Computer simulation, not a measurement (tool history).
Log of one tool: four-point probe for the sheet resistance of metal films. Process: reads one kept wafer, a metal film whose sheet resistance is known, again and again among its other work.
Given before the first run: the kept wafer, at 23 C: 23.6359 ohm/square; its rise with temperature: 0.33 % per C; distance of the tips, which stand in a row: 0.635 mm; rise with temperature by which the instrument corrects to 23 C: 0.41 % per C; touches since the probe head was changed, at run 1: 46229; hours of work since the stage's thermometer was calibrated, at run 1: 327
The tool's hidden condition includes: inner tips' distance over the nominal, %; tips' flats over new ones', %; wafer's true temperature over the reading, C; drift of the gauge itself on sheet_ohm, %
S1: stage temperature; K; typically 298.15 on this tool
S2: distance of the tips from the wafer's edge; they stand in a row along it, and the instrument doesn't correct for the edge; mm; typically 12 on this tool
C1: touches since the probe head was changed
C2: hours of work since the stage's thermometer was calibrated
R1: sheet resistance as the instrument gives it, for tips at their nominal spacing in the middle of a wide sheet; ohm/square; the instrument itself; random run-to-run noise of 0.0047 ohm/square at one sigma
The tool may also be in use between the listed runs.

Run 1, hour 0.0: usual settings; C1 46229; C2 327. Result: R1 23.770409 ohm/square.
Run 2, hour 51.4: usual settings but S2 59 mm; C1 47204; C2 365. Result: R1 23.732846 ohm/square.
Run 3, hour 96.7: usual settings but S2 59 mm; C1 48064; C2 398. Result: R1 23.736524 ohm/square.
Run 4, hour 159.4: usual settings but S1 294.15 K, S2 59 mm; C1 49252; C2 445. Result: R1 23.824986 ohm/square.
Run 5, hour 245.2: usual settings but S2 10 mm; C1 50881; C2 508. Result: R1 23.797333 ohm/square.
Run 6, hour 306.5: usual settings but S2 10 mm; C1 52043; C2 553. Result: R1 23.786852 ohm/square.
Run 7, hour 384.7: usual settings but S2 10 mm; C1 53526; C2 611. Result: R1 23.803169 ohm/square.
Run 8, hour 471.7: usual settings but S2 10 mm; C1 55176; C2 675. Result: R1 23.806297 ohm/square.
Run 9, hour 525.1: usual settings but S2 10 mm; C1 56188; C2 714. Result: R1 23.805415 ohm/square.
Run 10, hour 573.9: usual settings; C1 57114; C2 750. Result: R1 23.795832 ohm/square.
Run 11, hour 659.6: usual settings; C1 58739; C2 813. Result: R1 23.784419 ohm/square.
Run 12, hour 751.4: usual settings; C1 60481; C2 881. Result: R1 23.801138 ohm/square.
Run 13, hour 806.8: usual settings; C1 61533; C2 921. Result: R1 23.799553 ohm/square.
Run 14, hour 856.3: usual settings; C1 62471; C2 958. Result: R1 23.801152 ohm/square.
Run 15, hour 923.8: usual settings; C1 63752; C2 1008. Result: R1 23.801701 ohm/square.
Run 16, hour 1013.3: usual settings; C1 65449; C2 1074. Result: R1 23.806284 ohm/square.
Run 17, hour 1079.0: usual settings but S1 292.15 K; C1 66695; C2 1122. Result: R1 23.949297 ohm/square.
At hour 1086.0: stage's thermometer calibrated.
Run 18, hour 1124.0: usual settings but S1 292.15 K, S2 62 mm; C1 67539; C2 28. Result: R1 23.904115 ohm/square.
Run 19, hour 1191.2: usual settings but S1 292.15 K, S2 62 mm; C1 68813; C2 77. Result: R1 23.910048 ohm/square.
Run 20, hour 1249.6: usual settings but S1 292.15 K, S2 7 mm; C1 69921; C2 120. Result: R1 24.026139 ohm/square.
Run 21, hour 1298.2: usual settings but S1 292.15 K, S2 7 mm; C1 70842; C2 156. Result: R1 24.014641 ohm/square.
Run 22, hour 1345.8: usual settings but S1 292.15 K, S2 7 mm; C1 71745; C2 191. Result: R1 24.020558 ohm/square.
Run 23, hour 1412.3: usual settings but S1 306.15 K, S2 18 mm; C1 73007; C2 240. Result: R1 23.642455 ohm/square.
Run 24, hour 1458.6: usual settings but S1 293.15 K, S2 7 mm; C1 73885; C2 274. Result: R1 24.002772 ohm/square.
Run 25, hour 1526.6: usual settings but S1 293.15 K, S2 7 mm; C1 75175; C2 324. Result: R1 24.008794 ohm/square.
Run 26, hour 1607.6: usual settings but S1 293.15 K, S2 7 mm; C1 76711; C2 384. Result: R1 24.012395 ohm/square.
At hour 1616.7: stage's thermometer calibrated, once more.
Run 27, hour 1670.1: usual settings but S1 293.15 K, S2 33 mm; C1 77888; C2 39. Result: R1 23.885315 ohm/square.
Run 28, hour 1728.7: usual settings but S1 293.15 K, S2 16 mm; C1 79000; C2 83. Result: R1 23.895419 ohm/square.
Run 29, hour 1813.6: usual settings but S1 300.15 K, S2 15 mm; C1 80610; C2 145. Result: R1 23.764417 ohm/square.
Run 30, hour 1890.2: usual settings but S1 295.15 K, S2 7 mm; C1 82062; C2 201. Result: R1 23.957871 ohm/square.
Run 31, hour 1943.0: usual settings but S1 305.15 K, S2 25 mm; C1 83063; C2 240. Result: R1 23.643340 ohm/square.
Run 32, hour 2019.6: usual settings but S1 305.15 K, S2 25 mm; C1 84517; C2 297. Result: R1 23.654352 ohm/square.
Run 33, hour 2065.8: usual settings but S1 305.15 K, S2 25 mm; C1 85393; C2 331. Result: R1 23.664860 ohm/square.

What if the next run were any one of these 4? Each begins from the tool's condition after run 33:
Run A, hour 2129.3: usual settings but S1 304.15 K, S2 4 mm; C1 86597; C2 378. Result: R1 ?.
Run B, hour 2129.3: usual settings but S1 305.15 K, S2 16 mm; C1 86597; C2 378. Result: R1 ?.
Run C, hour 2129.3: usual settings but S1 307.15 K, S2 25 mm; C1 86597; C2 378. Result: R1 ?.
Run D, hour 2129.3: usual settings but S1 305.15 K, S2 16 mm; C1 86597; C2 378. Result: R1 ?.

run         R1
  A  23.979375
  B  23.676580
  C  23.623759
  D  23.676433
Without the tool's hidden state the same runs would have given:
run         R1
  A  23.781956
  B  23.481438
  C  23.429009
  D  23.481293
